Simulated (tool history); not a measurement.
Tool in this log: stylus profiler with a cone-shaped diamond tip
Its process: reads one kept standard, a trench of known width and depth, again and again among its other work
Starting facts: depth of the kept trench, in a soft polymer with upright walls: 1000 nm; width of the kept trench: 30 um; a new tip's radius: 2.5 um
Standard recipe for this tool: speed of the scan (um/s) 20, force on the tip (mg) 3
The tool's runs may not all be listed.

run,hour,speed of the scan (um/s),force on the tip (mg),depth of the trench (angstrom),width of the trench's floor (um)
1,0,20,3,10070.1,24.35
2,9,20,3,10072.5,24.34
3,23.9,20,3,10071.1,24.33
4,37.6,20,3,10069.5,24.29
5,47.9,20,3,10075.2,24.3
6,59.4,20,3,10073.7,24.33
7,66.8,20,3,10073.4,24.19
8,76.7,20,2.76,10068.5,24.23
9,83.8,20,2.76,10066.1,24.15
10,96.5,20,3.24,10074,24.14
11,112.2,20,2.92,10071.3,24.12
12,122.2,20,2.92,10069.3,24.09
13,133,40,3,10075.3,24.04
14,148.5,26,2.56,10063.1,24.02
15,161.6,21,2.3,10065.2,24
16,172.8,75,5.01,10095.9,23.84
17,188.8,27,2.5,10063.4,23.97

For run 18, what comes out?
18,198.9,10,1.6,?,?

{"run 18": {"depth of the trench (angstrom)": 10054.9, "width of the trench's floor (um)": 23.91}}
With no hidden state in the tool, this same run would have given depth of the trench (angstrom) 10043.3, width of the trench's floor (um) 25.91.

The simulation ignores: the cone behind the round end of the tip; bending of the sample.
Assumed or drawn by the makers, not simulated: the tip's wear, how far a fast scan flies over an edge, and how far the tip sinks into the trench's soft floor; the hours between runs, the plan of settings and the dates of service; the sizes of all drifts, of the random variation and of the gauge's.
